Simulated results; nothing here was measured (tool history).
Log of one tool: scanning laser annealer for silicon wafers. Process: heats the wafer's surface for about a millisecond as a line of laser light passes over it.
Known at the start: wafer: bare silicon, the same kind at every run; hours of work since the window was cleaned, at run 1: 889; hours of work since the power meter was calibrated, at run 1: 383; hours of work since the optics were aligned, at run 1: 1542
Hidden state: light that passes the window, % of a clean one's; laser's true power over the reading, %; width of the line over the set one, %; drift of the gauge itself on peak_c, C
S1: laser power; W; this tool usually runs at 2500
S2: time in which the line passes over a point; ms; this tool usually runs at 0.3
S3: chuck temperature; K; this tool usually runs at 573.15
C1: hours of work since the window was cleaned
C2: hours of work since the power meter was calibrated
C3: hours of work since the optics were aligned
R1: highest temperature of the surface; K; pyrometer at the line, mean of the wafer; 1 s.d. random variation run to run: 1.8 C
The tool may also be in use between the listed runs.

run,day,S1,S2,S3,C1,C2,C3,R1
1,0,2500,0.3,573.15,889,383,1542,1263.15
2,0.529,2500,0.3,556.15,898,391,1551,1248.15
3,1.075,2500,0.3,573.15,907,401,1560,1265.15
4,1.558,2500,0.3,573.15,915,409,1568,1268.15
5,1.883,2500,0.3,573.15,921,414,1574,1264.15
# day 2.1: window over the wafer cleaned
6,2.525,2500,0.3,595.15,7,424,1583,1300.15
7,2.821,2500,0.3,595.15,12,429,1588,1301.15
8,3.288,2331,0.3,595.15,20,437,1596,1239.15
9,3.783,2500,0.3,573.15,28,445,1604,1279.15
10,4.025,2500,0.3,573.15,32,449,1608,1276.15
11,4.383,2201,0.281,557.15,38,455,1614,1135.15
12,4.858,2419,0.279,534.15,46,463,1622,1183.15
13,5.354,2419,0.243,533.15,55,471,1631,1138.15
14,5.804,2388,0.327,597.15,62,479,1638,1293.15
15,6.15,2388,0.327,597.15,68,485,1644,1292.15
16,6.588,2388,0.327,597.15,76,492,1651,1293.15
17,6.979,2500,0.269,573.15,82,499,1658,1239.15

Alternative continuations, all from the tool just after run 17; predict every row:
A,7.554,2293,0.3,558.15,92,508,1668,?
B,7.554,2500,0.269,588.15,92,508,1668,?
C,7.554,2709,0.276,573.15,92,508,1668,?
D,7.554,2500,0.348,611.15,92,508,1668,?
E,7.554,2500,0.338,573.15,92,508,1668,?

run,R1
A,1186.15
B,1254.15
C,1323.15
D,1375.15
E,1324.15
Without the tool's hidden state the same runs would have given:
run,R1
A,1197.15
B,1265.15
C,1336.15
D,1389.15
E,1338.15
